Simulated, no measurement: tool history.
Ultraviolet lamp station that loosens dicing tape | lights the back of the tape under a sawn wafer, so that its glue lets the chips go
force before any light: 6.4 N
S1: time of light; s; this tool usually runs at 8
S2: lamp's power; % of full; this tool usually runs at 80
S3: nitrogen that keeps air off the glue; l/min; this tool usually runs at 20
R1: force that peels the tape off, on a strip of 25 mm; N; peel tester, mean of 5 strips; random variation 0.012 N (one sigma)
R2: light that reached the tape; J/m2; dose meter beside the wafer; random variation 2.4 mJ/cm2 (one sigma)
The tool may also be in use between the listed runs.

Run 1, hour 0: usual settings. Result: R1 1.058 N, R2 1880 J/m2.
Run 2, hour 38.5: usual settings. Result: R1 1.086 N, R2 1850 J/m2.
Run 3, hour 73.3: usual settings. Result: R1 1.163 N, R2 1820 J/m2.
Run 4, hour 114.3: usual settings. Result: R1 1.221 N, R2 1750 J/m2.
Run 5, hour 138.8: usual settings. Result: R1 1.197 N, R2 1770 J/m2.
Run 6, hour 167: usual settings. Result: R1 1.214 N, R2 1750 J/m2.
Run 7, hour 206.6: usual settings. Result: R1 0.64 N, R2 2460 J/m2.
Run 8, hour 257.2: usual settings. Result: R1 0.668 N, R2 2440 J/m2.
Run 9, hour 284.1: usual settings but S3 11 l/min. Result: R1 1.014 N, R2 2340 J/m2.
Run 10, hour 322.8: usual settings but S3 11 l/min. Result: R1 1.018 N, R2 2330 J/m2.
Run 11, hour 358.6: usual settings but S2 63 % of full. Result: R1 1.29 N, R2 1720 J/m2.
Run 12, hour 389.8: usual settings but S2 63 % of full. Result: R1 1.277 N, R2 1690 J/m2.
Run 13, hour 427.2: usual settings but S2 63 % of full. Result: R1 1.385 N, R2 1640 J/m2.
Run 14, hour 461.7: usual settings but S2 63 % of full. Result: R1 1.001 N, R2 1960 J/m2.
Run 15, hour 500.4: usual settings but S2 63 % of full. Result: R1 0.982 N, R2 1920 J/m2.
Run 16, hour 530: usual settings but S1 6 s, S3 9 l/min. Result: R1 1.741 N, R2 1820 J/m2.
Run 17, hour 575.7: usual settings but S1 5 s, S2 66 % of full, S3 38 l/min. Result: R1 1.602 N, R2 1230 J/m2.
Run 18, hour 599.4: usual settings but S1 7 s, S2 83 % of full, S3 23 l/min. Result: R1 0.807 N, R2 2130 J/m2.
Run 19, hour 650.3: usual settings but S2 67 % of full, S3 39 l/min. Result: R1 0.792 N, R2 1880 J/m2.
Run 20, hour 673.4: usual settings but S2 67 % of full, S3 39 l/min. Result: R1 0.78 N, R2 1910 J/m2.
Run 21, hour 700.1: usual settings but S1 14 s, S2 67 % of full, S3 39 l/min. Result: R1 0.22 N, R2 3280 J/m2.
Run 22, hour 725.9: usual settings but S1 5 s, S3 35 l/min. Result: R1 1.437 N, R2 1360 J/m2.
Run 23, hour 779.9: usual settings but S1 4 s, S2 89 % of full, S3 7 l/min. Result: R1 2.901 N, R2 1170 J/m2.
Run 24, hour 819: usual settings but S1 12 s, S2 62 % of full, S3 26 l/min. Result: R1 0.433 N, R2 2700 J/m2.
Run 25, hour 863.2: usual settings but S1 12 s, S2 68 % of full, S3 9 l/min. Result: R1 0.773 N, R2 2930 J/m2.
Run 26, hour 908.3: usual settings but S3 36 l/min. Result: R1 0.563 N, R2 2220 J/m2.
Run 27, hour 961.2: usual settings but S3 36 l/min. Result: R1 0.596 N, R2 2160 J/m2.
Run 28, hour 995.4: usual settings but S3 36 l/min. Result: R1 0.616 N, R2 2150 J/m2.
Run 29, hour 1028.2: usual settings but S2 83 % of full, S3 36 l/min. Result: R1 0.599 N, R2 2190 J/m2.

Between the runs listed above, the log contained 4 entries, not reproduced here. Where in the sequence does each belong, and how does what the log doesn't record of the tool's condition differ from the listed run before to the listed run after?
Logged between run 6 and run 7: lamp changed (hour 200.1)
  lamp's light, % of a new lamp's: 69 -> 99.7; light that the window lets through, % of a clean one's: 94.9 -> 93.7
  measured result minus the result with no hidden state, R1: +0.681 -> +0.089 N; R2: -920 -> -170 J/m2
Logged between run 10 and run 11: window cleaned of glue's vapour (hour 357.8)
  lamp's light, % of a new lamp's: 98 -> 97.4; light that the window lets through, % of a clean one's: 90.5 -> 83.9
  measured result minus the result with no hidden state, R1: +0.206 -> +0.381 N; R2: -300 -> -380 J/m2
Logged between run 13 and run 14: window cleaned of glue's vapour, once more (hour 444.7)
  lamp's light, % of a new lamp's: 96.2 -> 95.6; light that the window lets through, % of a clean one's: 81.8 -> 98.8
  measured result minus the result with no hidden state, R1: +0.464 -> +0.1 N; R2: -440 -> -120 J/m2
Logged between run 23 and run 24: window cleaned of glue's vapour (hour 799.5)
  lamp's light, % of a new lamp's: 90.6 -> 90; light that the window lets through, % of a clean one's: 89.4 -> 98.7
  measured result minus the result with no hidden state, R1: +0.499 -> +0.112 N; R2: -270 -> -340 J/m2
